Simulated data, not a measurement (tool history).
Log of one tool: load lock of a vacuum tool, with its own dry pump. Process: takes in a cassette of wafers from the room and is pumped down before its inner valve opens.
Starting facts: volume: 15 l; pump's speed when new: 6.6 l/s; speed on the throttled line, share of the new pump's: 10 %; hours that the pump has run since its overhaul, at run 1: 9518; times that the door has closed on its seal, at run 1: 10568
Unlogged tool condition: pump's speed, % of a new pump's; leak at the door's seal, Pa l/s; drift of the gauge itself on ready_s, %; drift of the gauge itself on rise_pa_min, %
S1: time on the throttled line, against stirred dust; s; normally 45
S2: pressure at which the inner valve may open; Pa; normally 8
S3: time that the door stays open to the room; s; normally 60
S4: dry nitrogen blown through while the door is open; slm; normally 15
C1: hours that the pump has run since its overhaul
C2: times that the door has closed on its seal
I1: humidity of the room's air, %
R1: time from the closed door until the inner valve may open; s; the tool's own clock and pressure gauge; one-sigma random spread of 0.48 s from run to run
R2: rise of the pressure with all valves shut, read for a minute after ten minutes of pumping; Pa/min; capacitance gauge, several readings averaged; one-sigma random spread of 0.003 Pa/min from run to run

run      day  S1  S2   S3  S4     C1     C2    I1    R1     R2
  1    0.000  45   8   60  15   9518  10568  44.7  64.4  0.098
  2   11.479  45   8   60  15   9793  10847  49.6  64.5  0.100
  3   21.792  45   8   60  15  10041  11098  45.9  65.6  0.106
  4   31.942  45   8   60  15  10284  11346  47.2  64.9  0.101
  5   40.817  45   8   60  15  10497  11562  43.1  65.3  0.108
  6   46.500  45   8   60  15  10634  11700  46.2  64.7  0.123
  7   57.417  54   8   60  15  10896  11966  48.2  73.5  0.116
  8   65.092  54   8   60  15  11080  12153  44.1  72.7  0.113
  9   72.446  54   8   60  15  11256  12332  40.2  70.9  0.116
 10   85.612  79   8   60  15  11572  12653  44.1  94.8  0.128
 11   92.788  45   8   50  15  11744  12828  44.8  65.8  0.121
 12   99.817  45  11   50  15  11913  12999  45.1  64.2  0.122
 13  106.767  45  11   50  15  12080  13168  49.3  65.0  0.130
 14  116.283  45  11   50  15  12308  13400  46.1  64.5  0.127
 15  126.479  45  11   50  15  12553  13649  45.9  64.8  0.126
 16  134.954  38   8   60  15  12756  13855  44.0  59.0  0.129
 17  144.638  38   7   60  15  12989  14091  48.4  60.3  0.134
 18  154.129  38   7   60  15  13217  14322  42.8  59.6  0.137
 19  164.846  38   7   60  15  13474  14583  42.9  60.2  0.143
 20  172.804  77   9   96  37  13665  14777  45.7  93.6  0.134
 21  182.325  81  15   44  37  13893  15009  46.5  96.7  0.135
 22  194.658  45  14  150  14  14189  15310  43.5  64.3  0.156
 23  207.450  45  14  150  14  14496  15621  43.0  64.6  0.158
 24  219.000  45  14  150  14  14774  15902  44.8  65.0  0.167
 25  231.679  69  14  150  14  15078  16211  42.1  85.8  0.175
 26  238.750  30  16   26  10  15248  16384  44.3  51.7  0.159
 27  251.296  57   8   60  30  15549  16689  41.8  76.5  0.154
 28  259.917  23   9  190   4  15756  16899  49.0  47.2  0.225
 29  268.375  23   9  190   4  15959  17105  45.9  47.9  0.222
 30  277.608  49  14  190   4  16180  17330  44.5  69.2  0.218
 31  285.192  49  14  190   4  16362  17515  43.5  68.5  0.220
 32  294.258  59  12   36   4  16580  17736  43.1  77.9  0.189
 33  307.371  59  12   36   4  16894  18055  45.8  77.7  0.198
     311.142  -- dry pump taken out, an overhauled one fitted
 34  314.542  59  12   36   4     82  18224  41.3  73.1  0.190
 35  321.092  39  13   58  15    239  18383  45.2  55.7  0.187
 36  327.975  45   8   60   9    404  18551  48.3  62.1  0.204
 37  334.688  45   8  113   9    565  18715  43.4  61.8  0.206

Per-run results on a tool with no hidden state, each run keeping its own random variation:
run    R1     R2
  1  62.1  0.031
  2  62.1  0.031
  3  63.0  0.033
  4  62.3  0.025
  5  62.5  0.030
  6  62.0  0.043
  7  70.8  0.034
  8  70.0  0.029
  9  68.1  0.030
 10  92.4  0.040
 11  62.7  0.028
 12  61.2  0.029
 13  61.9  0.036
 14  61.3  0.033
 15  61.6  0.026
 16  55.4  0.029
 17  56.5  0.030
 18  55.7  0.031
 19  56.2  0.032
 20  90.6  0.024
 21  93.9  0.021
 22  60.6  0.040
 23  60.8  0.039
 24  61.1  0.043
 25  82.4  0.046
 26  47.3  0.032
 27  72.4  0.021
 28  42.2  0.088
 29  42.7  0.080
 30  65.0  0.079
 31  64.2  0.074
 32  73.7  0.040
 33  73.5  0.047
 34  73.2  0.039
 35  55.8  0.030
 36  62.2  0.043
 37  61.7  0.046
